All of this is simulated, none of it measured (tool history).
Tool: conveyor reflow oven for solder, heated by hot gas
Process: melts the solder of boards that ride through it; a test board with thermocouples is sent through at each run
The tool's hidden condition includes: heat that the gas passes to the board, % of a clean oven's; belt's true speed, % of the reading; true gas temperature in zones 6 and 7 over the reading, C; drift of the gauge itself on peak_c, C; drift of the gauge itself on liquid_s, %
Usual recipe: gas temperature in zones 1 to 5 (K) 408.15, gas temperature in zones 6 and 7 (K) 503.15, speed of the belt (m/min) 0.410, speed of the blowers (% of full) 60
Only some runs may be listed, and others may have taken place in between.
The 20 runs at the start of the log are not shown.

| run | day | gas temperature in zones 1 to 5 (K) | gas temperature in zones 6 and 7 (K) | speed of the belt (m/min) | speed of the blowers (% of full) | hours of work since the flux was cleaned out | hours of work since the belt drive was overhauled | hours of work since the thermocouples were changed | highest temperature of the board (K) | time above the solder's melting point (s) |
|---|---|---|---|---|---|---|---|---|---|---|
| 21 | 9.312 | 408.15 | 503.15 | 0.404 | 60 | 140 | 131 | 502 | 484.45 | 58.4 |
| 22 | 9.900 | 404.15 | 498.15 | 0.357 | 84 | 146 | 137 | 508 | 490.05 | 74.9 |
| 23 | 10.312 | 404.15 | 498.15 | 0.357 | 84 | 150 | 141 | 513 | 489.75 | 75.2 |
| 24 | 10.704 | 404.15 | 498.15 | 0.357 | 84 | 155 | 146 | 517 | 489.85 | 75.4 |
| 25 | 11.200 | 414.15 | 507.15 | 0.357 | 84 | 160 | 151 | 522 | 499.25 | 86.2 |
| 26 | 11.808 | 414.15 | 507.15 | 0.357 | 84 | 166 | 157 | 529 | 499.15 | 86.4 |
| 27 | 12.262 | 414.15 | 507.15 | 0.357 | 84 | 171 | 162 | 533 | 499.05 | 86.3 |
| 28 | 12.683 | 414.15 | 507.15 | 0.357 | 84 | 175 | 166 | 538 | 499.05 | 86.0 |
| 29 | 13.079 | 414.15 | 507.15 | 0.357 | 84 | 179 | 171 | 542 | 499.05 | 85.8 |
| 30 | 13.479 | 408.15 | 503.15 | 0.383 | 60 | 184 | 175 | 546 | 486.05 | 64.5 |

Below are 5 alternative next runs, each starting from the tool's condition after run 30. Predict each:
| A | 13.854 | 415.15 | 514.15 | 0.383 | 89 | 188 | 179 | 550 | ? | ? |
| B | 13.854 | 408.15 | 493.15 | 0.388 | 60 | 188 | 179 | 550 | ? | ? |
| C | 13.854 | 408.15 | 503.15 | 0.383 | 56 | 188 | 179 | 550 | ? | ? |
| D | 13.854 | 415.15 | 503.15 | 0.362 | 60 | 188 | 179 | 550 | ? | ? |
| E | 13.854 | 399.15 | 501.15 | 0.383 | 77 | 188 | 179 | 550 | ? | ? |

| run | highest temperature of the board (K) | time above the solder's melting point (s) |
|---|---|---|
| A | 505.15 | 84.0 |
| B | 477.35 | 53.2 |
| C | 484.35 | 61.8 |
| D | 489.15 | 75.3 |
| E | 488.85 | 65.5 |
Without the tool's unlogged condition, the same runs would have read:
| run | highest temperature of the board (K) | time above the solder's melting point (s) |
|---|---|---|
| A | 505.15 | 84.0 |
| B | 477.35 | 53.2 |
| C | 484.45 | 61.8 |
| D | 489.15 | 75.4 |
| E | 488.95 | 65.6 |
